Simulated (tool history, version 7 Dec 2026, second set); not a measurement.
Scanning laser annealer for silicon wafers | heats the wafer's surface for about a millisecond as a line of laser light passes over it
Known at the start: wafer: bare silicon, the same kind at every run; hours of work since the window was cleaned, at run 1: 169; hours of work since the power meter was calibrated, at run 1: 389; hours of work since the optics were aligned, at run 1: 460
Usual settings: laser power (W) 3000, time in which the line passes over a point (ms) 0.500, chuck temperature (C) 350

run,day,laser power (W),time in which the line passes over a point (ms),chuck temperature (C),hours of work since the window was cleaned,hours of work since the power meter was calibrated,hours of work since the optics were aligned,highest temperature of the surface (C)
1,0.000,3000,0.500,350,169,389,460,1044
2,0.667,3000,0.500,371,181,401,472,1060
3,1.225,3000,0.500,371,191,411,482,1065
4,1.954,3000,0.500,371,203,424,494,1064
5,2.354,3000,0.500,371,210,431,502,1061
6,3.096,3000,0.500,371,224,444,515,1061
7,3.762,3000,0.500,350,235,456,526,1042
8,4.275,3000,0.500,350,244,465,536,1038
9,4.900,3000,0.500,350,255,476,547,1039
10,5.638,3000,0.500,350,268,489,560,1038
11,6.179,3000,0.500,350,278,498,569,1034
12,6.925,3000,0.500,350,291,511,582,1037
13,7.446,3000,0.500,350,300,521,592,1039
14,8.129,3000,0.498,350,313,533,604,1031
15,8.875,3000,0.498,350,326,546,617,1035
# day 9.121: optics aligned, line set to its width
16,9.742,3000,0.498,350,337,558,11,1029
17,10.400,3000,0.389,350,349,569,23,953
18,10.817,3000,0.389,350,356,577,30,957
19,11.558,3000,0.389,350,369,590,43,953
20,11.988,3000,0.389,350,377,597,51,955
# day 12.904: optics aligned, line set to its width, once more
21,12.904,3000,0.462,350,390,610,0,1014
# day 13.104: window over the wafer cleaned
22,13.496,3000,0.462,350,7,619,9,1034
23,14.046,3000,0.467,365,17,628,19,1052
24,14.679,3000,0.550,336,28,640,30,1075
25,15.012,3000,0.470,350,34,646,36,1035
26,15.379,3000,0.470,350,40,652,42,1040
27,15.821,2983,0.546,377,48,660,50,1109
28,16.175,2983,0.546,377,54,666,56,1110
29,16.812,3232,0.546,317,66,677,68,1110
30,17.312,2917,0.546,317,74,686,76,1029
31,18.038,2596,0.599,350,87,699,89,1000
32,18.592,2879,0.600,350,97,709,99,1081
33,19.312,2879,0.600,350,110,722,112,1081
34,19.917,2774,0.356,324,120,732,122,874
35,20.338,3000,0.460,361,128,740,130,1036
36,20.979,3015,0.595,338,139,751,141,1100
37,21.425,3015,0.595,338,147,759,149,1100
38,22.146,3165,0.561,332,160,772,162,1110
39,22.458,3015,0.546,315,165,777,167,1047
40,22.771,3015,0.546,315,171,783,173,1044
41,23.446,3120,0.501,323,183,795,185,1050
42,23.758,3033,0.501,383,188,800,190,1089

3 ways to go on from here, each from the tool as it stands after run 42. What would each give?
A,24.217,2676,0.500,338,196,808,198,?
B,24.217,3087,0.565,350,196,808,198,?
C,24.217,3033,0.555,383,196,808,198,?

run,highest temperature of the surface (C)
A,954
B,1110
C,1119
Without the tool's hidden state the same runs would have given:
run,highest temperature of the surface (C)
A,967
B,1126
C,1135

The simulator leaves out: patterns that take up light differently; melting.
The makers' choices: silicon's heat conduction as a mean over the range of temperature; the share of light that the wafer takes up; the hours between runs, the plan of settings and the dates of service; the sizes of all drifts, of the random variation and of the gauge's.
